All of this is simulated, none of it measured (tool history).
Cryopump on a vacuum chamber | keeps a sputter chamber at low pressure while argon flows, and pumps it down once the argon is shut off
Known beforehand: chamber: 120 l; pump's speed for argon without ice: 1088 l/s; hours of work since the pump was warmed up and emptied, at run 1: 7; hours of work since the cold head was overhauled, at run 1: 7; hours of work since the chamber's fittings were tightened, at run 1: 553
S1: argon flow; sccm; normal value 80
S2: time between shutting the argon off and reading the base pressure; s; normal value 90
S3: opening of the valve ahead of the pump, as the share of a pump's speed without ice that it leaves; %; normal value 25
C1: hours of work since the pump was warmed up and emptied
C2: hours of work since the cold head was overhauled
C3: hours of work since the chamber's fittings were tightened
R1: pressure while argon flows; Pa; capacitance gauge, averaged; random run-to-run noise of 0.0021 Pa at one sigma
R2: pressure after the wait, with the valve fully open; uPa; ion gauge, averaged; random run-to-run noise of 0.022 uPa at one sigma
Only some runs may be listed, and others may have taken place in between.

run	hour	S1	S2	S3	C1	C2	C3	R1	R2
1	0	80	90	25	7	7	553	0.497	0.68
2	18.5	92	90	25	16	16	561	0.5743	0.7
3	48.9	80	90	25	29	29	575	0.5	0.67
4	69.9	80	90	22	39	39	584	0.5675	0.7
5	109.3	80	90	22	56	56	602	0.5672	0.71
6	132.8	80	90	22	67	67	612	0.5699	0.67
7	158.1	80	90	22	78	78	623	0.5706	0.71
8	187.5	138	90	25	91	91	637	0.8649	0.67
9	205.5	80	90	25	99	99	645	0.5015	0.66
10	230.2	80	90	25	110	110	656	0.5015	0.74
11	270.9	92	22	25	128	128	674	0.5789	1.71
12	310.1	92	22	25	146	146	691	0.5805	1.71
13	327.3	111	22	29	154	154	699	0.6034	1.77
14	361.1	132	22	25	169	169	714	0.8365	1.77
15	400.5	78	22	25	186	186	732	0.4914	1.76
16	424.4	78	22	25	197	197	743	0.4941	1.76
17	459.7	124	32	24	213	213	758	0.8137	1.31

Predict each of these 5 candidate next runs independently; none follows another, all start after run 17:
A	498.2	33	90	25	230	230	776	?	?
B	498.2	66	88	50	230	230	776	?	?
C	498.2	44	56	39	230	230	776	?	?
D	498.2	37	23	24	230	230	776	?	?
E	498.2	63	248	20	230	230	776	?	?

run	R1	R2
A	0.2089	0.74
B	0.2129	0.74
C	0.1796	0.95
D	0.2436	1.76
E	0.495	0.55
Without the tool's unlogged condition, the same runs would have read:
run	R1	R2
A	0.2046	0.61
B	0.2042	0.61
C	0.1738	0.82
D	0.2387	1.62
E	0.4867	0.42
